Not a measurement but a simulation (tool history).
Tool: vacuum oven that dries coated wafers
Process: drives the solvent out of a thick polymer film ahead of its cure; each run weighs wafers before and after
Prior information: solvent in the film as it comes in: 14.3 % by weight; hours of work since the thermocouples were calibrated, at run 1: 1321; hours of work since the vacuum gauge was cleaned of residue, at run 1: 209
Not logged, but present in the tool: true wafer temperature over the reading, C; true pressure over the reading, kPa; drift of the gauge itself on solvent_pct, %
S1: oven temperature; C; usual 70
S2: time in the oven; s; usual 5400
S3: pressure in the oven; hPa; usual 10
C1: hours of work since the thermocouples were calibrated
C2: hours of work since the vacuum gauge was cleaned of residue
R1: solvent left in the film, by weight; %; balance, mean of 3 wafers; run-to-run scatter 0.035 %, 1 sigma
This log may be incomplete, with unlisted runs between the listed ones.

run	day	S1	S2	S3	C1	C2	R1
1	0	70	5400	10	1321	209	1.22
2	1.012	70	5400	10	1335	223	1.27
3	2.454	70	5400	10	1355	242	1.19
4	3.246	70	5400	10	1365	253	1.19
5	4.296	70	5400	10	1380	268	1.22
6	5.562	81	5400	10	1397	285	0.32
7	6.838	79	4740	7.8	1415	302	0.43
8	8.638	77	6240	7.8	1439	327	0.31
9	10.133	64	3900	7	1460	348	3.37
10	11.229	76	3900	7	1475	362	0.89
11	12.788	76	6660	7.3	1496	384	0.33

Branching from run 11: 5 alternative next runs. What would each branch give?
A	14.575	70	5040	12.1	1520	408	?
B	14.575	81	5400	39.2	1520	408	?
C	14.575	67	6660	7.3	1520	408	?
D	14.575	65	5280	7.3	1520	408	?
E	14.575	80	5400	10	1520	408	?

run	R1
A	1.53
B	1.32
C	1.14
D	2.08
E	0.39
Take away the tool's hidden state, keep each run's random variation, and the runs would have read:
run	R1
A	1.52
B	1.32
C	1.13
D	2.07
E	0.39

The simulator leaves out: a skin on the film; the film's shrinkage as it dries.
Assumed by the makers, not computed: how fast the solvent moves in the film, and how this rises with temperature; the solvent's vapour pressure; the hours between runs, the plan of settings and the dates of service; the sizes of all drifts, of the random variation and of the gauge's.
